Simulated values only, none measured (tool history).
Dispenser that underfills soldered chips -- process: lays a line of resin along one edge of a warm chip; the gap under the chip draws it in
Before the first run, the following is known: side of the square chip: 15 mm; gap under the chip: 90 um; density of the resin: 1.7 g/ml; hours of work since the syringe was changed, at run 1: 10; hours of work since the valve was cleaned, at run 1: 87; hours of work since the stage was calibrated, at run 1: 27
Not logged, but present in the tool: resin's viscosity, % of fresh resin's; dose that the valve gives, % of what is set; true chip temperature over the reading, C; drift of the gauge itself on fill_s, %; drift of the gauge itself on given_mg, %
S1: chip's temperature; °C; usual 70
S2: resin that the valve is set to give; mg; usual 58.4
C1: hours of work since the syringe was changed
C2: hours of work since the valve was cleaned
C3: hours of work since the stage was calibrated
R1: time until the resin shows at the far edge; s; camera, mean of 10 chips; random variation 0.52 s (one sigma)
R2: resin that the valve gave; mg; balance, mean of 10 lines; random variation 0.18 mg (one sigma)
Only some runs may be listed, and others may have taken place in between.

{"run": 1, "hour": 0.0, "S1": 70, "S2": 58.4, "C1": 10, "C2": 87, "C3": 27, "R1": 102.3, "R2": 54.62}
{"hour": 1.2, "done": "new syringe of resin"}
{"run": 2, "hour": 3.0, "S1": 70, "S2": 58.4, "C1": 1, "C2": 89, "C3": 29, "R1": 46.1, "R2": 54.96}
{"hour": 8.4, "done": "dispensing valve cleaned and set on the balance"}
{"run": 3, "hour": 8.7, "S1": 70, "S2": 58.4, "C1": 5, "C2": 0, "C3": 33, "R1": 64.8, "R2": 58.19}
{"run": 4, "hour": 11.4, "S1": 70, "S2": 58.4, "C1": 7, "C2": 2, "C3": 35, "R1": 76.7, "R2": 58.04}
{"hour": 16.3, "done": "new syringe of resin"}
{"run": 5, "hour": 16.6, "S1": 70, "S2": 55.2, "C1": 0, "C2": 6, "C3": 39, "R1": 43.8, "R2": 54.54}
{"run": 6, "hour": 20.7, "S1": 70, "S2": 51.3, "C1": 3, "C2": 9, "C3": 42, "R1": 57.5, "R2": 50.91}
{"run": 7, "hour": 23.8, "S1": 70, "S2": 51.3, "C1": 6, "C2": 12, "C3": 45, "R1": 69.5, "R2": 50.65}
{"run": 8, "hour": 29.4, "S1": 70, "S2": 51.3, "C1": 10, "C2": 16, "C3": 49, "R1": 104.8, "R2": 50.85}
{"hour": 30.4, "done": "new syringe of resin"}
{"run": 9, "hour": 34.7, "S1": 70, "S2": 51.3, "C1": 3, "C2": 20, "C3": 53, "R1": 57.8, "R2": 50.62}
{"run": 10, "hour": 38.7, "S1": 70, "S2": 51.3, "C1": 7, "C2": 24, "C3": 56, "R1": 75.8, "R2": 50.2}
{"run": 11, "hour": 43.3, "S1": 70, "S2": 59.4, "C1": 10, "C2": 27, "C3": 60, "R1": 99.9, "R2": 58.16}
{"hour": 44.6, "done": "new syringe of resin"}
{"run": 12, "hour": 48.2, "S1": 70, "S2": 59.4, "C1": 3, "C2": 31, "C3": 64, "R1": 52.9, "R2": 58.16}
{"run": 13, "hour": 51.1, "S1": 70, "S2": 59.4, "C1": 5, "C2": 33, "C3": 66, "R1": 65, "R2": 57.82}
{"run": 14, "hour": 56.2, "S1": 70, "S2": 58.4, "C1": 9, "C2": 37, "C3": 70, "R1": 91.4, "R2": 56.92}
{"hour": 58.9, "done": "new syringe of resin"}
{"run": 15, "hour": 61.9, "S1": 70, "S2": 58.4, "C1": 2, "C2": 41, "C3": 74, "R1": 51, "R2": 56.64}
{"run": 16, "hour": 67.3, "S1": 70, "S2": 58.4, "C1": 7, "C2": 46, "C3": 78, "R1": 72.6, "R2": 56.33}
{"run": 17, "hour": 72.2, "S1": 70, "S2": 58.4, "C1": 11, "C2": 50, "C3": 82, "R1": 103.8, "R2": 56.35}
{"hour": 72.8, "done": "new syringe of resin"}
{"run": 18, "hour": 77.3, "S1": 70, "S2": 58.4, "C1": 4, "C2": 53, "C3": 86, "R1": 57.3, "R2": 55.89}
{"run": 19, "hour": 80.2, "S1": 64, "S2": 58.4, "C1": 6, "C2": 56, "C3": 88, "R1": 91.4, "R2": 55.92}
{"run": 20, "hour": 82.8, "S1": 57, "S2": 58.4, "C1": 8, "C2": 58, "C3": 91, "R1": 148.7, "R2": 56.12}
{"run": 21, "hour": 86.0, "S1": 61, "S2": 50.4, "C1": 10, "C2": 60, "C3": 93, "R1": 154.6, "R2": 48.34}
{"hour": 87.2, "done": "new syringe of resin"}
{"run": 22, "hour": 90.8, "S1": 84, "S2": 56.8, "C1": 3, "C2": 64, "C3": 97, "R1": 30.5, "R2": 54.08}
{"run": 23, "hour": 95.9, "S1": 70, "S2": 56.1, "C1": 7, "C2": 68, "C3": 101, "R1": 77.2, "R2": 53.31}
{"run": 24, "hour": 100.5, "S1": 57, "S2": 52.7, "C1": 11, "C2": 72, "C3": 104, "R1": 185.5, "R2": 50}
{"hour": 101.4, "done": "new syringe of resin"}
{"run": 25, "hour": 103.5, "S1": 57, "S2": 52.7, "C1": 2, "C2": 74, "C3": 107, "R1": 86.2, "R2": 50.01}
{"run": 26, "hour": 108.2, "S1": 57, "S2": 52.7, "C1": 5, "C2": 77, "C3": 110, "R1": 114.3, "R2": 49.82}
{"run": 27, "hour": 112.2, "S1": 70, "S2": 53, "C1": 9, "C2": 81, "C3": 113, "R1": 86.4, "R2": 50.07}
{"run": 28, "hour": 114.6, "S1": 72, "S2": 65.2, "C1": 10, "C2": 83, "C3": 115, "R1": 88.8, "R2": 61.32}
{"hour": 115.8, "done": "new syringe of resin"}
{"run": 29, "hour": 119.3, "S1": 70, "S2": 67.3, "C1": 3, "C2": 86, "C3": 119, "R1": 50.1, "R2": 63.53}
{"run": 30, "hour": 124.0, "S1": 57, "S2": 70.7, "C1": 6, "C2": 90, "C3": 123, "R1": 122.5, "R2": 66.2}
{"hour": 128.3, "done": "dispensing valve cleaned and set on the balance"}
{"run": 31, "hour": 129.6, "S1": 58, "S2": 52.6, "C1": 10, "C2": 1, "C3": 126, "R1": 163.1, "R2": 52.61}
{"hour": 131.0, "done": "new syringe of resin"}
{"run": 32, "hour": 134.5, "S1": 73, "S2": 70.5, "C1": 3, "C2": 5, "C3": 130, "R1": 46.1, "R2": 70.31}
{"run": 33, "hour": 137.6, "S1": 70, "S2": 61.1, "C1": 5, "C2": 7, "C3": 132, "R1": 65.2, "R2": 60.83}
{"run": 34, "hour": 143.2, "S1": 59, "S2": 63.5, "C1": 10, "C2": 12, "C3": 137, "R1": 153.8, "R2": 62.77}
{"hour": 145.1, "done": "new syringe of resin"}
{"run": 35, "hour": 146.1, "S1": 59, "S2": 63.5, "C1": 1, "C2": 14, "C3": 139, "R1": 70.3, "R2": 62.85}

Entry by entry between the runs, the difference in hidden state between the last listed run before and the first listed run after:
Runs 1 to 2: new syringe of resin (hour 1.2)
  resin's viscosity, % of fresh resin's: 236 -> 111.6; dose that the valve gives, % of what is set: 94.16 -> 94; true chip temperature over the reading, C: 0.13 -> 0.15
  measured value less the no-hidden-state value, R1: +58.7 -> +4.9 s; R2: -3.39 -> -3.5 mg
Runs 2 to 3: dispensing valve cleaned and set on the balance (hour 8.4)
  resin's viscosity, % of fresh resin's: 111.6 -> 153.5; dose that the valve gives, % of what is set: 94 -> 99.87; true chip temperature over the reading, C: 0.15 -> 0.17
  measured value less the no-hidden-state value, R1: +4.9 -> +22.1 s; R2: -3.5 -> -0.08 mg
Runs 4 to 5: new syringe of resin (hour 16.3)
  resin's viscosity, % of fresh resin's: 184.1 -> 102.5; dose that the valve gives, % of what is set: 99.73 -> 99.44; true chip temperature over the reading, C: 0.18 -> 0.2
  measured value less the no-hidden-state value, R1: +34.9 -> +0.7 s; R2: -0.15 -> -0.3 mg
Runs 8 to 9: new syringe of resin (hour 30.4)
  resin's viscosity, % of fresh resin's: 241.2 -> 134.9; dose that the valve gives, % of what is set: 98.72 -> 98.46; true chip temperature over the reading, C: 0.26 -> 0.29
  measured value less the no-hidden-state value, R1: +61 -> +14.6 s; R2: -0.66 -> -0.79 mg
Runs 11 to 12: new syringe of resin (hour 44.6)
  resin's viscosity, % of fresh resin's: 240.7 -> 126.9; dose that the valve gives, % of what is set: 97.97 -> 97.74; true chip temperature over the reading, C: 0.32 -> 0.34
  measured value less the no-hidden-state value, R1: +58.2 -> +10.7 s; R2: -1.2 -> -1.35 mg
Runs 14 to 15: new syringe of resin (hour 58.9)
  resin's viscosity, % of fresh resin's: 217.4 -> 120.9; dose that the valve gives, % of what is set: 97.3 -> 97.01; true chip temperature over the reading, C: 0.38 -> 0.4
  measured value less the no-hidden-state value, R1: +48.8 -> +8.2 s; R2: -1.57 -> -1.74 mg
Runs 17 to 18: new syringe of resin (hour 72.8)
  resin's viscosity, % of fresh resin's: 241.9 -> 137; dose that the valve gives, % of what is set: 96.42 -> 96.15; true chip temperature over the reading, C: 0.45 -> 0.47
  measured value less the no-hidden-state value, R1: +60 -> +14.6 s; R2: -2.09 -> -2.24 mg
Runs 21 to 22: new syringe of resin (hour 87.2)
  resin's viscosity, % of fresh resin's: 245.5 -> 129.4; dose that the valve gives, % of what is set: 95.66 -> 95.43; true chip temperature over the reading, C: 0.51 -> 0.53
  measured value less the no-hidden-state value, R1: +90.8 -> +6.6 s; R2: -2.19 -> -2.59 mg
Runs 24 to 25: new syringe of resin (hour 101.4)
  resin's viscosity, % of fresh resin's: 249.6 -> 114.2; dose that the valve gives, % of what is set: 94.88 -> 94.71; true chip temperature over the reading, C: 0.57 -> 0.59
  measured value less the no-hidden-state value, R1: +109.8 -> +9.3 s; R2: -2.7 -> -2.79 mg
Runs 28 to 29: new syringe of resin (hour 115.8)
  resin's viscosity, % of fresh resin's: 239.8 -> 124.1; dose that the valve gives, % of what is set: 94.1 -> 93.85; true chip temperature over the reading, C: 0.64 -> 0.65
  measured value less the no-hidden-state value, R1: +51.1 -> +8.7 s; R2: -3.84 -> -4.16 mg
Runs 30 to 31: dispensing valve cleaned and set on the balance (hour 128.3)
  resin's viscosity, % of fresh resin's: 170.6 -> 233.1; dose that the valve gives, % of what is set: 93.59 -> 99.82; true chip temperature over the reading, C: 0.68 -> 0.7
  measured value less the no-hidden-state value, R1: +48.6 -> +91 s; R2: -4.53 -> -0.1 mg
Runs 31 to 32: new syringe of resin (hour 131)
  resin's viscosity, % of fresh resin's: 233.1 -> 128.8; dose that the valve gives, % of what is set: 99.82 -> 99.57; true chip temperature over the reading, C: 0.7 -> 0.72
  measured value less the no-hidden-state value, R1: +91 -> +9.3 s; R2: -0.1 -> -0.31 mg
Runs 34 to 35: new syringe of resin (hour 145.1)
  resin's viscosity, % of fresh resin's: 230.6 -> 105.5; dose that the valve gives, % of what is set: 99.09 -> 98.94; true chip temperature over the reading, C: 0.76 -> 0.77
  measured value less the no-hidden-state value, R1: +84.9 -> +1.3 s; R2: -0.58 -> -0.67 mg

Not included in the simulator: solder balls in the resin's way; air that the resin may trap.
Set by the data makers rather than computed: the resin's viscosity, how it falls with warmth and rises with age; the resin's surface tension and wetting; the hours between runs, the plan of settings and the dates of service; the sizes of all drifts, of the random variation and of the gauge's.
